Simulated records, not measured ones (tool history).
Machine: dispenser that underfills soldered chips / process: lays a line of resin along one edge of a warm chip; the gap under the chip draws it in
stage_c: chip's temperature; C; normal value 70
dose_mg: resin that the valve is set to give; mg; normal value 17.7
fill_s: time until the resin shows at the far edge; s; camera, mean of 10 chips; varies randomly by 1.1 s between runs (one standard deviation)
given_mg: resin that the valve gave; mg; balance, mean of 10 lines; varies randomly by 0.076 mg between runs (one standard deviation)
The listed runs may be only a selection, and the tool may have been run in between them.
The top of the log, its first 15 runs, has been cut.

run	hour	stage_c	dose_mg	hours of work since the syringe was changed	hours of work since the valve was cleaned	hours of work since the stage was calibrated	fill_s	given_mg
# hour 175.9: new syringe of resin
16	179.1	70	20.2	2	31	159	114.3	19.92
17	190.5	70	20.2	9	38	166	167.9	20
# hour 193.5: new syringe of resin
18	197.3	70	20.2	2	42	170	114.4	19.79
19	205.1	78	22.1	7	47	175	114.8	21.69
# hour 211: new syringe of resin
20	218.8	78	22.1	5	55	183	99.9	21.6
21	227.3	70	18.6	10	60	188	179.3	18.12
# hour 229: new syringe of resin
22	241.3	70	18.6	7	68	196	153.5	18.08
# hour 246.4: new syringe of resin
23	252.7	72	20.3	4	75	203	116.9	19.73
# hour 264.2: new syringe of resin
24	266.6	72	20.3	1	83	211	101.6	19.6
# hour 281.3: new syringe of resin
25	281.3	72	20.3	0	92	220	94.4	19.42
26	296.5	81	17.7	9	101	229	122.7	16.87
# hour 299: new syringe of resin
27	305	76	21.9	4	106	234	97.4	20.85
28	314.3	59	18	9	112	240	247.8	17.09
# hour 316.8: new syringe of resin
29	325.4	70	19.2	5	119	246	138.5	18.09
# hour 334.8: new syringe of resin
30	341.1	83	19.7	4	128	256	85	18.44
# hour 352.3: new syringe of resin
31	356.1	67	18.7	2	137	265	127.2	17.56
# hour 358.4: dispensing valve cleaned and set on the balance
# hour 370.3: new syringe of resin
32	372.8	67	18.7	2	9	274	119.9	18.57
33	383.1	67	18.7	8	15	280	172.5	18.6
# hour 387.6: new syringe of resin
34	389.8	56	18.3	1	19	284	177	17.99
35	403.1	65	15	9	27	292	214	14.82

Here are 4 independent what-if runs from the current tool condition. What would each one return?
# hour 404.4: new syringe of resin
A	411.5	56	15	4	32	297	?	?
# hour 404.4: new syringe of resin
B	411.5	66	17.7	4	32	297	?	?
# hour 404.4: new syringe of resin
C	411.5	63	17.6	4	32	297	?	?
# hour 404.4: new syringe of resin
D	411.5	70	17.7	4	32	297	?	?

run	fill_s	given_mg
A	216.1	14.72
B	148.1	17.43
C	160.4	17.47
D	129.8	17.36
With no hidden state in the tool, these same runs would have given:
run	fill_s	given_mg
A	176.5	14.96
B	121	17.72
C	131.1	17.75
D	105.8	17.65
